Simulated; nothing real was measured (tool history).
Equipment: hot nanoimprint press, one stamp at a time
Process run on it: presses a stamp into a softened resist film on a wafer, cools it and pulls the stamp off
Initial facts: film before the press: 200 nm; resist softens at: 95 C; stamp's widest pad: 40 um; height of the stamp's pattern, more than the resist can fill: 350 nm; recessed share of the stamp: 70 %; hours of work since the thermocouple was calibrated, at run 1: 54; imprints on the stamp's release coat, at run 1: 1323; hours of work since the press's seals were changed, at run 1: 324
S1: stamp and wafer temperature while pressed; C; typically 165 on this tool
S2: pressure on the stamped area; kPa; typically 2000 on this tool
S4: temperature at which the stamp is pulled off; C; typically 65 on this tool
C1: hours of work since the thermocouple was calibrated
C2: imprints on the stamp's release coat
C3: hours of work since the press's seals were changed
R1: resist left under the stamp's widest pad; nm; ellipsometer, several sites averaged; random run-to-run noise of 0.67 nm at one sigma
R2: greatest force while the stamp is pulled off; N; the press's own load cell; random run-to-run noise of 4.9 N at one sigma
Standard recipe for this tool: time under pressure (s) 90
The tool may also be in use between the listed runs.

run 1 hour=0.0 | S1=165 S2=2000 time_under_pressure_(s)=90 S4=65 | C1=54 C2=1323 C3=324 | R1=73.8 R2=340
run 2 hour=23.9 | S1=165 S2=2000 time_under_pressure_(s)=90 S4=65 | C1=68 C2=1396 C3=338 | R1=74.4 R2=346
run 3 hour=37.9 | S1=165 S2=2000 time_under_pressure_(s)=90 S4=65 | C1=76 C2=1438 C3=346 | R1=72.2 R2=352
run 4 hour=53.3 | S1=165 S2=2000 time_under_pressure_(s)=90 S4=65 | C1=85 C2=1485 C3=355 | R1=73.4 R2=350
run 5 hour=67.8 | S1=175 S2=2000 time_under_pressure_(s)=90 S4=65 | C1=94 C2=1528 C3=364 | R1=48.8 R2=359
run 6 hour=90.2 | S1=165 S2=1960 time_under_pressure_(s)=90 S4=65 | C1=107 C2=1596 C3=377 | R1=74.2 R2=344
run 7 hour=104.0 | S1=165 S2=2000 time_under_pressure_(s)=154 S4=65 | C1=115 C2=1638 C3=385 | R1=58.2 R2=365
run 8 hour=130.9 | S1=165 S2=2000 time_under_pressure_(s)=154 S4=65 | C1=130 C2=1720 C3=400 | R1=57.6 R2=377
run 9 hour=147.1 | S1=165 S2=2000 time_under_pressure_(s)=90 S4=53 | C1=140 C2=1768 C3=410 | R1=73.5 R2=439
run 10 hour=171.9 | S1=165 S2=2000 time_under_pressure_(s)=151 S4=67 | C1=154 C2=1844 C3=424 | R1=57.4 R2=359
run 11 hour=185.4 | S1=165 S2=2000 time_under_pressure_(s)=151 S4=67 | C1=162 C2=1884 C3=432 | R1=58.6 R2=369
run 12 hour=208.1 | S1=165 S2=2000 time_under_pressure_(s)=151 S4=67 | C1=175 C2=1953 C3=446 | R1=57.6 R2=369
run 13 hour=235.2 | S1=165 S2=2000 time_under_pressure_(s)=151 S4=67 | C1=191 C2=2035 C3=461 | R1=57.3 R2=380
run 14 hour=251.5 | S1=173 S2=2000 time_under_pressure_(s)=151 S4=54 | C1=201 C2=2084 C3=471 | R1=40.1 R2=466
run 15 hour=278.2 | S1=173 S2=2000 time_under_pressure_(s)=151 S4=54 | C1=216 C2=2165 C3=486 | R1=40.5 R2=474
run 16 hour=297.9 | S1=169 S2=2300 time_under_pressure_(s)=52 S4=66 | C1=228 C2=2225 C3=498 | R1=72.6 R2=399
run 17 hour=316.6 | S1=169 S2=2300 time_under_pressure_(s)=52 S4=66 | C1=239 C2=2281 C3=509 | R1=72.9 R2=383

What if the next run were any one of these 5? Each begins from the tool's condition after run 17:
run A hour=337.6 | S1=165 S2=1860 time_under_pressure_(s)=145 S4=66 | C1=251 C2=2345 C3=521 | R1=? R2=?
run B hour=337.6 | S1=169 S2=2300 time_under_pressure_(s)=144 S4=66 | C1=251 C2=2345 C3=521 | R1=? R2=?
run C hour=337.6 | S1=169 S2=2300 time_under_pressure_(s)=101 S4=52 | C1=251 C2=2345 C3=521 | R1=? R2=?
run D hour=337.6 | S1=169 S2=1920 time_under_pressure_(s)=50 S4=59 | C1=251 C2=2345 C3=521 | R1=? R2=?
run E hour=337.6 | S1=171 S2=2300 time_under_pressure_(s)=130 S4=66 | C1=251 C2=2345 C3=521 | R1=? R2=?

run=A R1=60.0 R2=399
run=B R1=45.2 R2=402
run=C R1=54.3 R2=495
run=D R1=79.2 R2=455
run=E R1=43.5 R2=399
With no hidden state in the tool, these same runs would have given:
run=A R1=62.1 R2=230
run=B R1=46.7 R2=232
run=C R1=56.0 R2=285
run=D R1=81.6 R2=263
run=E R1=44.8 R2=231
